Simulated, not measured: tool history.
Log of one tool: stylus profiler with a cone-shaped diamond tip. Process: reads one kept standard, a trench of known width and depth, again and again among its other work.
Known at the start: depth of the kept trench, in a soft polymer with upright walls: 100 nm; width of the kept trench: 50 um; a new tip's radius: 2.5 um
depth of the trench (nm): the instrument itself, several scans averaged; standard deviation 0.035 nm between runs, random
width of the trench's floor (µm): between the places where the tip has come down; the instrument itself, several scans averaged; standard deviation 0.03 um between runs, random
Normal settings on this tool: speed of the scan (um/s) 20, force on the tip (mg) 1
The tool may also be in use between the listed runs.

run	hour	speed of the scan (um/s)	force on the tip (mg)	depth of the trench (nm)	width of the trench's floor (µm)
1	0	20	1	101.45	47.5
2	58.1	20	1	101.41	47.43
3	144.7	20	1	101.4	47.43
4	256.1	20	1	101.49	47.42
5	317.9	20	1	101.41	47.36
6	413.7	20	1	101.49	47.41
7	499	20	1	101.51	47.31
8	571.4	20	1	101.46	47.3
# hour 613.5: new tip fitted, height scale calibrated
9	632.1	20	1	100.87	48.49
10	753.1	20	1	100.84	48.43
11	852.3	20	1	100.86	48.42
12	931.3	20	1	100.88	48.34
13	991.8	20	1	100.89	48.32
14	1048.6	20	1	100.89	48.33
15	1127.9	28	0.42	100.55	48.12
16	1247.8	28	0.42	100.56	48.04
17	1333	13	1.47	101.18	48.26
18	1392.7	40	0.56	100.73	47.97
19	1482.9	55	0.74	100.86	47.83
20	1549	8	0.42	100.52	48.18
21	1657.8	7	0.4	100.6	48.15
22	1708.3	42	0.98	100.95	47.94
23	1817.4	9	2.39	101.64	48.12
24	1935.9	11	1.85	101.43	48.14
25	1991.8	14	0.51	100.69	48.01

5 ways to go on from here, each from the tool as it stands after run 25. What would each give?
A	2064.4	9	1.26	?	?
B	2064.4	9	2.45	?	?
C	2064.4	20	0.44	?	?
D	2064.4	20	0.74	?	?
E	2064.4	24	1	?	?

run	depth of the trench (nm)	width of the trench's floor (µm)
A	101.16	48.09
B	101.73	48.09
C	100.66	47.93
D	100.84	47.98
E	101.06	47.93
Without the tool's hidden state the same runs would have given:
run	depth of the trench (nm)	width of the trench's floor (µm)
A	100.99	48.54
B	101.56	48.54
C	100.49	48.38
D	100.67	48.43
E	100.89	48.39
